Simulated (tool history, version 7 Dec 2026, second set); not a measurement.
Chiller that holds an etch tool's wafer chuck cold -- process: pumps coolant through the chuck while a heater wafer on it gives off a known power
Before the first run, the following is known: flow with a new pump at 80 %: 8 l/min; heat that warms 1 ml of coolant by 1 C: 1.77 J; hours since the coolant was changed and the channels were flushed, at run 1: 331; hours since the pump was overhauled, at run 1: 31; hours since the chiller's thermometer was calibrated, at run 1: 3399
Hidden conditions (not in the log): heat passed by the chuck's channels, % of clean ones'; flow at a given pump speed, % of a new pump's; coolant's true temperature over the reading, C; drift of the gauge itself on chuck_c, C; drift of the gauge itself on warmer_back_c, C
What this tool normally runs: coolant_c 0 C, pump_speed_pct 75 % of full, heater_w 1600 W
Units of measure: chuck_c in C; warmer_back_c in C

| run | hour | coolant_c | pump_speed_pct | heater_w | hours since the coolant was changed and the channels were flushed | hours since the pump was overhauled | hours since the chiller's thermometer was calibrated | chuck_c | warmer_back_c |
|---|---|---|---|---|---|---|---|---|---|
| 1 | 0 | 0 | 75 | 1600 | 331 | 31 | 3399 | 18.7 | 7.23 |
| 2 | 33.9 | 0 | 75 | 1600 | 365 | 65 | 3433 | 18.9 | 7.21 |
| 3 | 78.5 | 0 | 75 | 1600 | 410 | 110 | 3478 | 18.8 | 7.21 |
| 4 | 150.6 | 0 | 75 | 1600 | 482 | 182 | 3550 | 18.8 | 7.16 |
| 5 | 222.8 | 0 | 75 | 1600 | 554 | 254 | 3622 | 18.9 | 7.17 |
| 6 | 294.1 | 0 | 75 | 1600 | 625 | 326 | 3693 | 18.8 | 7.2 |
| 7 | 369.1 | 0 | 75 | 1600 | 700 | 401 | 3768 | 18.6 | 7.15 |
| 8 | 437.6 | 0 | 75 | 1716 | 769 | 469 | 3837 | 20.1 | 7.67 |
| 9 | 496.4 | 0 | 75 | 1716 | 827 | 528 | 3896 | 20.2 | 7.63 |
| 10 | 544.2 | 0 | 75 | 1716 | 875 | 576 | 3943 | 20 | 7.6 |

Each row is a separate what-if for the run after 10, all from the same tool condition, not one after another. Results?
| A | 583.1 | 0 | 75 | 1472 | 914 | 615 | 3982 | ? | ? |
| B | 583.1 | -6 | 75 | 1716 | 914 | 615 | 3982 | ? | ? |
| C | 583.1 | 0 | 75 | 870 | 914 | 615 | 3982 | ? | ? |
| D | 583.1 | 0 | 80 | 1600 | 914 | 615 | 3982 | ? | ? |
| E | 583.1 | -5 | 89 | 1835 | 914 | 615 | 3982 | ? | ? |

| run | chuck_c | warmer_back_c |
|---|---|---|
| A | 17.2 | 6.51 |
| B | 14.2 | 7.57 |
| C | 10.3 | 3.79 |
| D | 17.8 | 6.7 |
| E | 14.4 | 6.91 |
What these runs would have given with no unlogged condition in the tool:
| run | chuck_c | warmer_back_c |
|---|---|---|
| A | 17.2 | 6.62 |
| B | 14.2 | 7.68 |
| C | 10.3 | 3.9 |
| D | 17.8 | 6.81 |
| E | 14.4 | 7.02 |
